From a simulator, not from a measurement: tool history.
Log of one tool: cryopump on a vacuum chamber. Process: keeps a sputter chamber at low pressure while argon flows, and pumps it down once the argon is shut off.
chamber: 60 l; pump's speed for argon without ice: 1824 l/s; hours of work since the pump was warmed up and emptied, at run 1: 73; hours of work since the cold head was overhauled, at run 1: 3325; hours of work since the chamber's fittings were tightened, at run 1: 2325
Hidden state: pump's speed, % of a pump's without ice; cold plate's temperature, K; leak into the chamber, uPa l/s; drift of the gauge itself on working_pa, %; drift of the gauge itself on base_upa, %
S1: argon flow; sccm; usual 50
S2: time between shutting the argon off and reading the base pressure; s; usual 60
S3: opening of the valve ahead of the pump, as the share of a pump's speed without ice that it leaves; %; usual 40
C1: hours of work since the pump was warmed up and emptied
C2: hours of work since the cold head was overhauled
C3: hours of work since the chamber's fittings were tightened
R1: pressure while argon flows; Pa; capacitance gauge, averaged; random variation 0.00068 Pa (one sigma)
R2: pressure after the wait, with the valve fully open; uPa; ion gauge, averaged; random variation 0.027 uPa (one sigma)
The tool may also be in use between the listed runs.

run,hour,S1,S2,S3,C1,C2,C3,R1,R2
1,0,50,60,40,73,3325,2325,0.1173,1.51
2,98,50,60,40,161,3413,2413,0.1195,1.54
3,226.4,50,60,40,276,3528,2529,0.1221,1.59
4,295.9,50,60,40,339,3591,2591,0.1234,1.54
5,362.1,50,60,40,398,3650,2651,0.1235,1.62
6,488.5,50,60,40,512,3764,2764,0.126,1.67
7,590.2,50,60,16,604,3856,2856,0.3013,1.67
8,710.7,50,60,16,712,3964,2964,0.305,1.76
# hour 734.2: pump warmed up, emptied and cooled again
9,803.6,50,55,40,62,4043,3043,0.1185,1.72
10,868,50,283,40,120,4101,3101,0.1203,0.75
11,936.4,50,60,40,182,4162,3163,0.1206,1.61
12,1024.7,50,60,40,261,4242,3242,0.1218,1.7
13,1108.5,50,60,40,337,4317,3318,0.1226,1.66
14,1177.7,22,57,45,399,4380,3380,0.0492,1.78
15,1245.8,22,24,25,460,4441,3441,0.0868,3.24
16,1367.5,72,83,59,570,4550,3551,0.1289,1.42
17,1429.3,63,71,29,625,4606,3606,0.2184,1.56
# hour 1544.3: pump warmed up, emptied and cooled again
# hour 1555.7: leaking fittings of the chamber tightened, without venting
18,1555.7,20,28,28,9,4713,0,0.0677,2.53
19,1653.2,69,145,28,96,4801,88,0.2323,0.67
20,1750.7,23,60,40,184,4889,175,0.0554,1.36
21,1846.8,28,45,40,270,4975,262,0.0682,1.7
22,1910.6,28,45,40,328,5033,319,0.0699,1.73
23,2031.8,23,264,28,437,5142,428,0.0815,0.53

4 ways to go on from here, each from the tool as it stands after run 23. What would each give?
A,2108.1,38,190,32,505,5210,497,?,?
B,2108.1,67,264,23,505,5210,497,?,?
C,2108.1,69,104,59,505,5210,497,?,?
D,2108.1,41,45,36,505,5210,497,?,?

run,R1,R2
A,0.1181,0.67
B,0.2833,0.57
C,0.1227,0.9
D,0.1147,1.73
Without the tool's hidden state the same runs would have given:
run,R1,R2
A,0.1102,0.51
B,0.2693,0.41
C,0.1083,0.75
D,0.1061,1.58
